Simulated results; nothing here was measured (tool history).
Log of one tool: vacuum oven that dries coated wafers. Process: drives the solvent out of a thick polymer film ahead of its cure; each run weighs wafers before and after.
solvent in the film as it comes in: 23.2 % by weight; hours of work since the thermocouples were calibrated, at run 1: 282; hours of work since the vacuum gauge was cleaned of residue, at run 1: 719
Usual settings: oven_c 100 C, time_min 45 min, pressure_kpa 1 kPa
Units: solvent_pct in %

run,hour,oven_c,time_min,pressure_kpa,hours of work since the thermocouples were calibrated,hours of work since the vacuum gauge was cleaned of residue,solvent_pct
1,0,100,45,1,282,719,6.13
2,23.7,100,45,1,293,729,6.2
3,72.2,100,45,1,314,750,6.13
4,117.3,100,45,1,333,770,6.24
5,139.4,100,45,1,343,779,6.21
6,174.2,100,45,1,358,794,6.34
7,212.5,93,45,1,375,811,9.11
8,255.3,93,45,1,393,830,8.7
9,281.2,93,45,1,404,841,8.84
10,302.9,93,45,1,414,850,8.75
11,351.7,93,45,1,435,871,9.06
12,386.3,93,45,1,450,886,8.99
13,438.3,93,45,1,473,909,8.96
14,488.7,93,45,1,495,931,9.02
15,512.6,93,45,1,505,941,8.91
16,537.6,93,45,1,516,952,8.93
17,573,93,45,1,531,967,8.91
18,608.5,100,45,1,546,983,6.61
19,661.1,100,45,1,569,1006,6.42
20,692.4,100,45,1,583,1019,6.45
21,735.2,100,45,1,601,1038,6.58
22,770.2,100,45,1,617,1053,6.48
23,822.9,100,45,1,639,1076,6.53
# hour 828.1: vacuum gauge cleaned of residue and calibrated
24,846.6,100,45,1,649,8,6.61
25,885.4,99,45,1,666,25,6.93
26,933.4,87,29,2.76,687,46,14.39
27,961.5,87,29,2.76,699,58,14.5
28,990.1,103,74,1,711,70,2.77
# hour 1005.5: vacuum gauge cleaned of residue and calibrated, once more
29,1021.6,103,37,1,724,7,6.62
30,1061.5,100,41,0.91,742,24,7.01
31,1114.1,101,53,0.93,765,47,5.05
32,1145.7,94,30,1,778,61,10.98
33,1176.9,89,31,1,792,74,12.86
34,1205.8,110,45,1.39,804,87,3.34
35,1244.6,103,31,1.04,821,104,7.75
36,1294.6,112,31,0.56,843,125,4.71
37,1334.6,103,73,3.57,860,143,3.95
38,1358.1,103,73,3.57,870,153,3.95
39,1393.9,103,62,1,886,169,3.45
40,1433.3,107,45,1,903,186,4.28
41,1466.8,87,26,1.62,918,200,14.39
42,1496,87,26,1.62,930,213,14.34
43,1547.3,113,76,1,953,235,0.91
44,1571.3,99,42,1,963,246,7.32
45,1622.6,102,46,0.98,985,268,5.69
46,1651.2,87,35,1,998,280,12.85

Hidden state at the last listed run before each entry between runs and at the first one after, where it differs:
Between runs 23 and 24: vacuum gauge cleaned of residue and calibrated (hour 828.1)
  true wafer temperature over the reading, C: -2.01 -> -2.03; true pressure over the reading, kPa: 0.333 -> 0.379
  measured less the result without the state, solvent_pct: +0.87 -> +0.9 %
Between runs 28 and 29: vacuum gauge cleaned of residue and calibrated, once more (hour 1005.5)
  true wafer temperature over the reading, C: -2.18 -> -2.21; true pressure over the reading, kPa: 0.399 -> -0.002
  measured less the result without the state, solvent_pct: +0.7 -> +0.79 %

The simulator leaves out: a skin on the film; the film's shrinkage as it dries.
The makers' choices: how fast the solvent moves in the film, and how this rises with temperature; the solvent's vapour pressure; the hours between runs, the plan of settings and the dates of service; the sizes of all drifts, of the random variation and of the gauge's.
